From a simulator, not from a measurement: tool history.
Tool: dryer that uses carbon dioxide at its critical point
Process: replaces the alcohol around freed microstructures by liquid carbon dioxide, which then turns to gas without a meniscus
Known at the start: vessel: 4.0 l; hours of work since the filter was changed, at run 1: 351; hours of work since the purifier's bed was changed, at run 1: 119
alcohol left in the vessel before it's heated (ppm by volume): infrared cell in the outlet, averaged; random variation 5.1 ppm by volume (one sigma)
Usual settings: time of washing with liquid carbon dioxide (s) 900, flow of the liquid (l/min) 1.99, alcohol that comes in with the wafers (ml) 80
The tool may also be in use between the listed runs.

run	hour	time of washing with liquid carbon dioxide (s)	flow of the liquid (l/min)	alcohol that comes in with the wafers (ml)	hours of work since the filter was changed	hours of work since the purifier's bed was changed	alcohol left in the vessel before it's heated (ppm by volume)
1	0.0	900	1.99	80	351	119	110
2	6.6	1260	1.99	80	355	123	22
3	13.6	1260	1.99	80	358	127	24
4	19.6	1260	1.99	80	362	130	31
5	28.0	1260	1.99	80	366	134	31
6	33.3	1260	1.99	64	369	137	24
7	41.5	1260	1.99	64	373	142	21
8	47.1	1260	1.99	64	376	145	26
9	51.8	900	1.99	80	379	147	107
10	59.5	900	1.99	80	383	152	112
11	64.8	960	1.99	100	386	154	102
12	68.9	1200	2.23	36	388	157	25
13	74.2	1200	2.23	36	391	159	11
14	81.6	1200	2.23	36	395	163	27
15	87.9	1200	2.23	36	399	167	16
16	94.4	1440	1.37	36	402	170	51
17	100.7	1440	1.37	36	405	174	34
18	107.6	900	2.34	80	409	177	57
19	116.5	900	2.34	80	414	182	60
20	120.7	900	3.36	57	416	185	18

3 ways to go on from here, each from the tool as it stands after run 20. What would each give?
A	124.9	1080	3.36	57	419	187	?
B	124.9	900	2.36	117	419	187	?
C	124.9	900	1.81	58	419	187	?

run	alcohol left in the vessel before it's heated (ppm by volume)
A	12
B	73
C	141
Without the tool's hidden state the same runs would have given:
run	alcohol left in the vessel before it's heated (ppm by volume)
A	0
B	41
C	94
